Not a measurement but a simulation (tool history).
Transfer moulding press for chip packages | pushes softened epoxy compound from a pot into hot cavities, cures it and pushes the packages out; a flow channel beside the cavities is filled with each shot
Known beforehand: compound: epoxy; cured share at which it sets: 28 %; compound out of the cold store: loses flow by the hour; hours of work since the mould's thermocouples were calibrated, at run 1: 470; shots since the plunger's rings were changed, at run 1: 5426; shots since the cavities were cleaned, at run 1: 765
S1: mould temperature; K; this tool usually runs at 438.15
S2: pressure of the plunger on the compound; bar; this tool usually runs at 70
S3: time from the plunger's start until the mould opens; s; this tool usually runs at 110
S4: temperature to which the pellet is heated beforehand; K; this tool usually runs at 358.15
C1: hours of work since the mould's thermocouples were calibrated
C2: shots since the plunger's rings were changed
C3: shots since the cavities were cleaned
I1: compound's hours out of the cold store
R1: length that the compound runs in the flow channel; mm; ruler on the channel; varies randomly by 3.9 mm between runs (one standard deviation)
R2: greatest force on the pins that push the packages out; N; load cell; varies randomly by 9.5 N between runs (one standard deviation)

| run | hour | S1 | S2 | S3 | S4 | C1 | C2 | C3 | I1 | R1 | R2 |
|---|---|---|---|---|---|---|---|---|---|---|---|
| 1 | 0 | 438.15 | 70 | 110 | 358.15 | 470 | 5426 | 765 | 43.9 | 447 | 629 |
|  | 24 | cavities cleaned with cleaning compound and waxed |
| 2 | 73.3 | 438.15 | 70 | 122 | 358.15 | 518 | 6202 | 533 | 17.1 | 510 | 677 |
|  | 104.7 | plunger's sealing rings changed |
|  | 118.7 | cavities cleaned with cleaning compound and waxed |
| 3 | 133.7 | 438.15 | 70 | 122 | 358.15 | 557 | 297 | 162 | 12.5 | 549 | 457 |
| 4 | 175 | 438.15 | 70 | 110 | 358.15 | 585 | 744 | 609 | 47.5 | 455 | 617 |
|  | 210.3 | cavities cleaned with cleaning compound and waxed |
| 5 | 218.8 | 438.15 | 70 | 110 | 358.15 | 613 | 1200 | 92 | 14.2 | 540 | 503 |
| 6 | 282.1 | 438.15 | 70 | 110 | 363.15 | 656 | 1885 | 777 | 36.1 | 484 | 638 |
|  | 302 | cavities cleaned with cleaning compound and waxed |
|  | 332 | cavities cleaned with cleaning compound and waxed, once more |
|  | 342.2 | mould's thermocouples calibrated |
| 7 | 344.1 | 438.15 | 70 | 110 | 363.15 | 1 | 2500 | 108 | 37.6 | 479 | 440 |
| 8 | 384.7 | 430.15 | 70 | 110 | 358.15 | 29 | 2939 | 547 | 46.2 | 468 | 985 |
|  | 423.6 | cavities cleaned with cleaning compound and waxed |
| 9 | 474.3 | 430.15 | 70 | 110 | 358.15 | 89 | 3891 | 547 | 12.6 | 548 | 1122 |
|  | 515.5 | cavities cleaned with cleaning compound and waxed |
| 10 | 515.5 | 430.15 | 70 | 110 | 358.15 | 116 | 4320 | 0 | 34.2 | 491 | 732 |
|  | 606.4 | cavities cleaned with cleaning compound and waxed |
| 11 | 606.4 | 430.15 | 70 | 110 | 358.15 | 176 | 5286 | 0 | 40.5 | 472 | 721 |
| 12 | 687.7 | 438.15 | 70 | 110 | 358.15 | 232 | 6164 | 878 | 26.3 | 493 | 647 |
|  | 696 | cavities cleaned with cleaning compound and waxed |
|  | 721.8 | plunger's sealing rings changed |
| 13 | 768.7 | 438.15 | 70 | 110 | 358.15 | 284 | 507 | 758 | 22.1 | 527 | 652 |
|  | 786.8 | cavities cleaned with cleaning compound and waxed |
| 14 | 812.1 | 438.15 | 70 | 110 | 358.15 | 312 | 959 | 273 | 15.9 | 539 | 570 |
| 15 | 870.7 | 441.15 | 70 | 107 | 363.15 | 352 | 1592 | 906 | 22.2 | 512 | 602 |
|  | 879 | cavities cleaned with cleaning compound and waxed |
| 16 | 928.7 | 441.15 | 70 | 107 | 363.15 | 391 | 2203 | 537 | 8.5 | 545 | 543 |
|  | 967.7 | cavities cleaned with cleaning compound and waxed |
| 17 | 1018.8 | 441.15 | 70 | 107 | 363.15 | 451 | 3160 | 552 | 12.3 | 526 | 566 |
|  | 1055.6 | cavities cleaned with cleaning compound and waxed |
| 18 | 1062.5 | 441.15 | 70 | 107 | 363.15 | 479 | 3617 | 75 | 31.5 | 476 | 405 |
|  | 1145.2 | cavities cleaned with cleaning compound and waxed |
| 19 | 1152.4 | 441.15 | 70 | 107 | 363.15 | 539 | 4572 | 78 | 30.8 | 474 | 407 |
| 20 | 1207.7 | 441.15 | 55.2 | 135 | 358.15 | 577 | 5169 | 675 | 26.4 | 434 | 466 |
|  | 1235.3 | cavities cleaned with cleaning compound and waxed |
| 21 | 1256.9 | 432.15 | 60.1 | 116 | 350.15 | 609 | 5685 | 234 | 15.5 | 490 | 802 |
|  | 1324 | cavities cleaned with cleaning compound and waxed |
|  | 1339 | plunger's sealing rings changed |
| 22 | 1345.6 | 437.15 | 75.6 | 116 | 350.15 | 667 | 71 | 207 | 17 | 560 | 528 |
|  | 1381.3 | mould's thermocouples calibrated |
| 23 | 1412.6 | 437.15 | 75.6 | 116 | 350.15 | 21 | 773 | 909 | 20.4 | 553 | 640 |
|  | 1419.9 | cavities cleaned with cleaning compound and waxed |
| 24 | 1452.5 | 437.15 | 75.6 | 116 | 350.15 | 47 | 1188 | 352 | 18.7 | 553 | 563 |
|  | 1511.5 | cavities cleaned with cleaning compound and waxed |
| 25 | 1532.2 | 437.15 | 75.6 | 116 | 350.15 | 100 | 2033 | 224 | 44.3 | 480 | 494 |
|  | 1606.4 | cavities cleaned with cleaning compound and waxed |
| 26 | 1619.6 | 437.15 | 75.6 | 116 | 350.15 | 159 | 2962 | 143 | 19 | 550 | 515 |
| 27 | 1684.8 | 433.15 | 71.5 | 121 | 358.15 | 203 | 3667 | 848 | 10.1 | 561 | 828 |

Selected run-to-run steps in R1, each split into two signed amounts: the part the tool would show with no hidden state at all (from settings, incoming material and random variation), and the remainder, which goes to the hidden state together with any gauge scatter not common to the measured and the hidden-state-free results:
What the log doesn't record here: true mould temperature over the reading, C; pressure that reaches the compound, % of what is set; grip of the stained cavities, % over clean ones'; drift of the gauge itself on flow_mm, %; drift of the gauge itself on push_out_n, %.
Run 2 -> 3: plunger's sealing rings changed, cavities cleaned with cleaning compound and waxed. R1 +39 mm: hidden state +28, all else +11.
Run 3 -> 4: S3 122 -> 110. R1 -94 mm: hidden state -1, all else -93.
Run 4 -> 5: cavities cleaned with cleaning compound and waxed. R1 +85 mm: hidden state -2, all else +87.
Run 21 -> 22: S1 432.15 -> 437.15, S2 60.1 -> 75.6, cavities cleaned with cleaning compound and waxed, plunger's sealing rings changed. R1 +70 mm: hidden state +25, all else +45.

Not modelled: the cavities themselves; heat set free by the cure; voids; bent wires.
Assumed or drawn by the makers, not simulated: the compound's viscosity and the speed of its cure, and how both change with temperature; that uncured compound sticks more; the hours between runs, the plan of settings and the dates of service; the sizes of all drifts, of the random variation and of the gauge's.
